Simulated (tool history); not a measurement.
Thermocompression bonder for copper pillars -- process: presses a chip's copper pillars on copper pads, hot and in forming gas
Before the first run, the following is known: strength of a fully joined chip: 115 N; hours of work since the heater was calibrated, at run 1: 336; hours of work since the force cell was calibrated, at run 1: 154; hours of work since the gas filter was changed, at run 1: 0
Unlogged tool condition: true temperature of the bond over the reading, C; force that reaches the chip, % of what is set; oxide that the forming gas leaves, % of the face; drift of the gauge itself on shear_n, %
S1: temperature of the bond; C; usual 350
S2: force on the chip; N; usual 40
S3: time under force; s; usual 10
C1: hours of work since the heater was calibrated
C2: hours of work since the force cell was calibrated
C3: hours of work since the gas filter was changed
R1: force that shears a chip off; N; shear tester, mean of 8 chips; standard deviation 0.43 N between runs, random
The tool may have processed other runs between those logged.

{"run": 1, "day": 0.0, "S1": 350, "S2": 40, "S3": 10, "C1": 336, "C2": 154, "C3": 0, "R1": 82.2}
{"run": 2, "day": 0.521, "S1": 350, "S2": 46, "S3": 10, "C1": 344, "C2": 163, "C3": 9, "R1": 90.9}
{"run": 3, "day": 1.467, "S1": 350, "S2": 40, "S3": 10, "C1": 361, "C2": 180, "C3": 25, "R1": 82.7}
{"run": 4, "day": 2.017, "S1": 350, "S2": 40, "S3": 10, "C1": 370, "C2": 189, "C3": 34, "R1": 81.6}
{"run": 5, "day": 2.921, "S1": 350, "S2": 50, "S3": 10, "C1": 385, "C2": 204, "C3": 50, "R1": 95.8}
{"run": 6, "day": 3.988, "S1": 350, "S2": 50, "S3": 10, "C1": 404, "C2": 223, "C3": 68, "R1": 96.3}
{"run": 7, "day": 5.154, "S1": 350, "S2": 50, "S3": 10, "C1": 424, "C2": 242, "C3": 88, "R1": 94.8}
{"run": 8, "day": 6.121, "S1": 350, "S2": 40, "S3": 11, "C1": 440, "C2": 259, "C3": 105, "R1": 84.3}
{"run": 9, "day": 7.025, "S1": 332, "S2": 40, "S3": 10, "C1": 456, "C2": 274, "C3": 120, "R1": 76.5}
{"run": 10, "day": 7.796, "S1": 332, "S2": 40, "S3": 10, "C1": 469, "C2": 288, "C3": 133, "R1": 75.5}
{"run": 11, "day": 8.625, "S1": 332, "S2": 41, "S3": 10, "C1": 483, "C2": 302, "C3": 147, "R1": 76.5}
{"run": 12, "day": 9.262, "S1": 332, "S2": 41, "S3": 8, "C1": 494, "C2": 313, "C3": 158, "R1": 72.4}
{"run": 13, "day": 10.088, "S1": 332, "S2": 41, "S3": 8, "C1": 508, "C2": 327, "C3": 172, "R1": 73.5}
{"run": 14, "day": 10.625, "S1": 332, "S2": 41, "S3": 8, "C1": 517, "C2": 336, "C3": 181, "R1": 72.9}
{"run": 15, "day": 11.217, "S1": 332, "S2": 41, "S3": 8, "C1": 527, "C2": 346, "C3": 191, "R1": 73.0}
{"run": 16, "day": 12.192, "S1": 332, "S2": 41, "S3": 8, "C1": 544, "C2": 363, "C3": 208, "R1": 72.6}
{"run": 17, "day": 12.892, "S1": 332, "S2": 41, "S3": 8, "C1": 556, "C2": 375, "C3": 220, "R1": 73.1}
{"run": 18, "day": 13.546, "S1": 332, "S2": 41, "S3": 8, "C1": 567, "C2": 386, "C3": 231, "R1": 73.1}
{"run": 19, "day": 14.375, "S1": 332, "S2": 41, "S3": 8, "C1": 581, "C2": 400, "C3": 245, "R1": 73.7}
{"run": 20, "day": 15.483, "S1": 332, "S2": 41, "S3": 8, "C1": 600, "C2": 419, "C3": 264, "R1": 73.2}
{"run": 21, "day": 15.979, "S1": 332, "S2": 41, "S3": 8, "C1": 608, "C2": 427, "C3": 273, "R1": 73.4}
{"run": 22, "day": 16.817, "S1": 336, "S2": 34, "S3": 20, "C1": 623, "C2": 442, "C3": 287, "R1": 82.0}
{"run": 23, "day": 17.304, "S1": 336, "S2": 34, "S3": 20, "C1": 631, "C2": 450, "C3": 295, "R1": 82.1}
{"run": 24, "day": 18.308, "S1": 336, "S2": 34, "S3": 20, "C1": 648, "C2": 467, "C3": 313, "R1": 82.9}
{"run": 25, "day": 18.792, "S1": 336, "S2": 34, "S3": 14, "C1": 656, "C2": 475, "C3": 321, "R1": 75.4}
{"day": 19.417, "done": "gauge calibrated"}
{"run": 26, "day": 19.571, "S1": 336, "S2": 34, "S3": 14, "C1": 670, "C2": 489, "C3": 334, "R1": 74.2}
{"run": 27, "day": 20.617, "S1": 364, "S2": 40, "S3": 11, "C1": 688, "C2": 506, "C3": 352, "R1": 88.1}
{"day": 21.258, "done": "forming gas filter changed"}
{"run": 28, "day": 21.504, "S1": 364, "S2": 40, "S3": 11, "C1": 702, "C2": 521, "C3": 4, "R1": 89.7}
{"run": 29, "day": 22.371, "S1": 336, "S2": 51, "S3": 12, "C1": 717, "C2": 536, "C3": 19, "R1": 95.7}
{"run": 30, "day": 22.996, "S1": 365, "S2": 44, "S3": 21, "C1": 728, "C2": 547, "C3": 30, "R1": 105.1}
{"run": 31, "day": 23.542, "S1": 350, "S2": 41, "S3": 12, "C1": 737, "C2": 556, "C3": 39, "R1": 88.4}
{"run": 32, "day": 24.092, "S1": 332, "S2": 41, "S3": 12, "C1": 747, "C2": 565, "C3": 48, "R1": 80.8}
{"run": 33, "day": 24.629, "S1": 366, "S2": 41, "S3": 14, "C1": 756, "C2": 575, "C3": 58, "R1": 96.3}
{"run": 34, "day": 25.15, "S1": 366, "S2": 41, "S3": 14, "C1": 765, "C2": 583, "C3": 66, "R1": 96.5}
{"run": 35, "day": 26.308, "S1": 350, "S2": 40, "S3": 10, "C1": 784, "C2": 603, "C3": 86, "R1": 83.6}
{"run": 36, "day": 27.175, "S1": 350, "S2": 40, "S3": 10, "C1": 799, "C2": 618, "C3": 101, "R1": 82.4}
{"run": 37, "day": 27.667, "S1": 354, "S2": 53, "S3": 18, "C1": 808, "C2": 626, "C3": 109, "R1": 107.4}
{"run": 38, "day": 28.35, "S1": 354, "S2": 53, "S3": 18, "C1": 819, "C2": 638, "C3": 121, "R1": 109.1}
{"run": 39, "day": 29.346, "S1": 354, "S2": 53, "S3": 18, "C1": 836, "C2": 655, "C3": 138, "R1": 108.1}

Run 40 comes next. What will it give?
{"run": 40, "day": 29.921, "S1": 354, "S2": 25, "S3": 30, "C1": 846, "C2": 665, "C3": 148, "R1": "?"}

Run 40 produced R1 78.4 N.
Were there no unlogged condition in the tool, this run, its random variation unchanged, would have produced R1 77.1 N.
